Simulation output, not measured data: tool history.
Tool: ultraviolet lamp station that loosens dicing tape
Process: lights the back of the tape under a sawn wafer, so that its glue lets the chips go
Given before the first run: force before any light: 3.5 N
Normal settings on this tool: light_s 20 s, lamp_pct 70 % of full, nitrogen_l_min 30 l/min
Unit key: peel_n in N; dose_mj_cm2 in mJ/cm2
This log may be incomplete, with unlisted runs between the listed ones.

run    hour  light_s  lamp_pct  nitrogen_l_min  peel_n  dose_mj_cm2
  1       0       20        70              30   0.772          367
       22.7  -- window cleaned of glue's vapour
  2    35.5       20        70              30   0.832          348
  3    82.8       20        70              30   0.845          342
  4   130.4       10        70              30   1.696          166
  5   169.7       20        70              30   0.915          326
  6     231       20        70              30   0.974          311
  7     272       20        70              30   0.973          303
      296.1  -- window cleaned of glue's vapour, once more
  8   332.8       20        70              10   1.162          399
  9   374.9       20        70              10   1.176          386
 10   442.4       20        70              10    1.23          377
 11     496       20        70              10   1.274          367
 12   530.7       19        70              30   0.859          340
 13   608.1       20        70              30   0.847          344
 14   642.3       20        70              30   0.867          335
 15   696.5       20        70              30   0.924          324
 16   748.5       18        97              30   0.714          390
      774.6  -- window cleaned of glue's vapour
 17   803.8       21        99              17   0.658          523
 18   836.5       20        72              27   0.832          358
 19   912.7       20        72              27   0.863          339
 20   955.3       12        61              14   2.115          169
 21  1006.4       20        80              30   0.803          357
 22  1058.2       33        82              22   0.476          596

What will run 23 give?
 23  1116.4       36        63               9       ?            ?

Run 23 yielded peel_n 1.045 N, dose_mj_cm2 476 mJ/cm2.
Minus the tool's unlogged condition, the same run would have read peel_n 0.562 N, dose_mj_cm2 774 mJ/cm2.
